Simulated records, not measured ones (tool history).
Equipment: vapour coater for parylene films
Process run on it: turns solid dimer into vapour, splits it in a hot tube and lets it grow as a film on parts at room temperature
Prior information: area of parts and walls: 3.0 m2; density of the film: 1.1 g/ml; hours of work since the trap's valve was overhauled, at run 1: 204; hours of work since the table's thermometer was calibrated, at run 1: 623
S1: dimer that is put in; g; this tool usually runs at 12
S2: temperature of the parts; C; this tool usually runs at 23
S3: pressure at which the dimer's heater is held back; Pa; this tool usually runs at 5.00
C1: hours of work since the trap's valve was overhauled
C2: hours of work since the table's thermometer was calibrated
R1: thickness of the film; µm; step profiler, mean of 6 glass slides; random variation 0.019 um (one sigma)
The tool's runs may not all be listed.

Run 1, hour 0.0: usual settings; C1 204; C2 623. Result: R1 1.99 µm.
Run 2, hour 48.9: usual settings; C1 229; C2 648. Result: R1 1.96 µm.
Run 3, hour 81.2: usual settings; C1 246; C2 664. Result: R1 1.97 µm.
Run 4, hour 109.3: usual settings but S1 18 g; C1 260; C2 679. Result: R1 3.01 µm.
Run 5, hour 154.3: usual settings; C1 283; C2 702. Result: R1 2.00 µm.
Run 6, hour 184.4: usual settings but S3 3.81 Pa; C1 298; C2 717. Result: R1 2.06 µm.
Run 7, hour 207.9: usual settings but S3 3.81 Pa; C1 310; C2 729. Result: R1 2.03 µm.
Run 8, hour 255.6: usual settings but S3 3.81 Pa; C1 335; C2 754. Result: R1 2.07 µm.
Run 9, hour 301.0: usual settings but S3 3.81 Pa; C1 358; C2 777. Result: R1 2.07 µm.
Run 10, hour 343.1: usual settings but S3 3.81 Pa; C1 380; C2 799. Result: R1 2.07 µm.
Run 11, hour 372.0: usual settings; C1 394; C2 813. Result: R1 2.01 µm.
Run 12, hour 404.8: usual settings; C1 411; C2 830. Result: R1 1.95 µm.
Run 13, hour 439.5: usual settings; C1 429; C2 848. Result: R1 1.98 µm.
Run 14, hour 467.0: usual settings but S3 2.15 Pa; C1 443; C2 862. Result: R1 2.22 µm.
Run 15, hour 517.1: usual settings but S2 25 C; C1 469; C2 887. Result: R1 1.89 µm.
Run 16, hour 556.6: usual settings but S2 25 C, S3 2.70 Pa; C1 489; C2 908. Result: R1 2.04 µm.
Run 17, hour 608.1: usual settings but S2 25 C, S3 2.70 Pa; C1 515; C2 934. Result: R1 2.05 µm.
Run 18, hour 650.8: usual settings but S2 25 C, S3 2.70 Pa; C1 537; C2 956. Result: R1 2.02 µm.
Run 19, hour 698.9: usual settings but S2 25 C, S3 2.70 Pa; C1 562; C2 981. Result: R1 2.01 µm.
Run 20, hour 751.4: usual settings but S2 25 C, S3 2.70 Pa; C1 588; C2 1007. Result: R1 2.02 µm.
At hour 771.5: trap's valve overhauled.
Run 21, hour 780.8: usual settings but S2 21 C; C1 5; C2 1020. Result: R1 2.07 µm.
Run 22, hour 817.7: usual settings; C1 24; C2 1039. Result: R1 1.99 µm.
Run 23, hour 867.3: usual settings but S2 18 C; C1 49; C2 1065. Result: R1 2.21 µm.
Run 24, hour 917.0: usual settings but S2 18 C, S3 2.65 Pa; C1 74; C2 1090. Result: R1 2.39 µm.
Run 25, hour 942.5: usual settings but S3 8.83 Pa; C1 87; C2 1103. Result: R1 1.85 µm.
Run 26, hour 972.8: usual settings but S1 13 g, S3 8.83 Pa; C1 103; C2 1119. Result: R1 1.99 µm.
Run 27, hour 1023.2: usual settings but S1 13 g, S2 21 C, S3 8.83 Pa; C1 129; C2 1144. Result: R1 2.12 µm.
Run 28, hour 1079.5: usual settings but S1 13 g, S2 21 C, S3 8.83 Pa; C1 158; C2 1173. Result: R1 2.11 µm.
Run 29, hour 1125.9: usual settings but S1 21 g; C1 181; C2 1197. Result: R1 3.48 µm.
Run 30, hour 1180.4: usual settings but S1 5 g, S2 27 C, S3 6.77 Pa; C1 209; C2 1225. Result: R1 0.73 µm.
Run 31, hour 1212.9: usual settings but S1 5 g, S2 27 C, S3 6.77 Pa; C1 226; C2 1241. Result: R1 0.72 µm.
Run 32, hour 1266.0: usual settings but S1 10 g, S2 17 C; C1 253; C2 1269. Result: R1 1.88 µm.
Run 33, hour 1289.0: usual settings but S1 10 g, S2 27 C; C1 265; C2 1280. Result: R1 1.49 µm.
Run 34, hour 1324.7: usual settings but S1 17 g, S2 27 C, S3 4.92 Pa; C1 283; C2 1299. Result: R1 2.63 µm.
Run 35, hour 1366.7: usual settings but S2 24 C; C1 304; C2 1320. Result: R1 1.90 µm.

Run 36 comes next. What will it give?
Run 36, hour 1398.5: usual settings but S1 6 g, S2 18 C, S3 2.53 Pa; C1 321; C2 1336. Result: R1 ?.

Run 36 gave R1 1.19 µm.
Were there no unlogged condition in the tool, this run, its random variation unchanged, would have produced R1 1.19 µm.
